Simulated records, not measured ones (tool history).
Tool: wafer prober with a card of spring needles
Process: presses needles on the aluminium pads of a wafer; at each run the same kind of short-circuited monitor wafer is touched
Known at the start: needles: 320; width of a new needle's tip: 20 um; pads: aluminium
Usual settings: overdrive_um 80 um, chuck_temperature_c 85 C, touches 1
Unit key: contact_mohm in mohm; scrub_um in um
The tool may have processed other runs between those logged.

| run | hour | overdrive_um | chuck_temperature_c | touches | contact_mohm | scrub_um |
|---|---|---|---|---|---|---|
| 1 | 0.0 | 80 | 85 | 1 | 181 | 15.99 |
|  | 27.9 | tips cleaned on abrasive film |
|  | 64.0 | tips cleaned on abrasive film |
| 2 | 73.6 | 80 | 85 | 1 | 187 | 15.93 |
|  | 102.4 | tips cleaned on abrasive film |
| 3 | 127.6 | 80 | 85 | 1 | 202 | 15.89 |
|  | 138.7 | tips cleaned on abrasive film |
| 4 | 161.1 | 80 | 85 | 1 | 203 | 15.89 |
|  | 176.0 | tips cleaned on abrasive film |
| 5 | 207.0 | 80 | 85 | 1 | 205 | 15.85 |
|  | 212.9 | tips cleaned on abrasive film |
|  | 249.9 | tips cleaned on abrasive film |
| 6 | 256.9 | 80 | 85 | 1 | 183 | 15.85 |
|  | 287.4 | tips cleaned on abrasive film |
|  | 327.5 | tips cleaned on abrasive film |
| 7 | 328.5 | 80 | 85 | 1 | 172 | 15.84 |
|  | 357.4 | height of the first contact set anew |
|  | 364.8 | tips cleaned on abrasive film |
|  | 399.6 | tips cleaned on abrasive film |
| 8 | 411.6 | 80 | 85 | 1 | 190 | 15.72 |
|  | 435.0 | tips cleaned on abrasive film |
| 9 | 449.7 | 80 | 85 | 1 | 194 | 15.71 |
|  | 476.0 | tips cleaned on abrasive film |
|  | 512.6 | tips cleaned on abrasive film |
| 10 | 527.5 | 80 | 85 | 1 | 197 | 15.70 |
|  | 547.3 | tips cleaned on abrasive film |
|  | 581.4 | tips cleaned on abrasive film |
| 11 | 603.3 | 80 | 85 | 3 | 180 | 15.67 |
|  | 615.9 | tips cleaned on abrasive film |
| 12 | 640.2 | 80 | 85 | 3 | 179 | 15.58 |
|  | 650.7 | tips cleaned on abrasive film |
|  | 690.8 | tips cleaned on abrasive film |
| 13 | 707.1 | 82 | 85 | 1 | 196 | 15.99 |
|  | 732.1 | tips cleaned on abrasive film |
| 14 | 750.5 | 82 | 85 | 1 | 199 | 15.97 |
|  | 767.0 | tips cleaned on abrasive film |
| 15 | 797.5 | 82 | 73 | 1 | 202 | 15.94 |
|  | 803.2 | tips cleaned on abrasive film |
|  | 840.3 | tips cleaned on abrasive film |
| 16 | 849.0 | 62 | 32 | 2 | 185 | 11.88 |

Predict the results of run 17:
|  | 855.0 | height of the first contact set anew, once more |
|  | 877.7 | tips cleaned on abrasive film |
| 17 | 900.9 | 94 | 76 | 2 | ? | ? |

contact_mohm: 179 mohm
scrub_um: 18.94 um
The same run, on a tool lacking any hidden state, would have yielded contact_mohm 163 mohm, scrub_um 18.96 um.
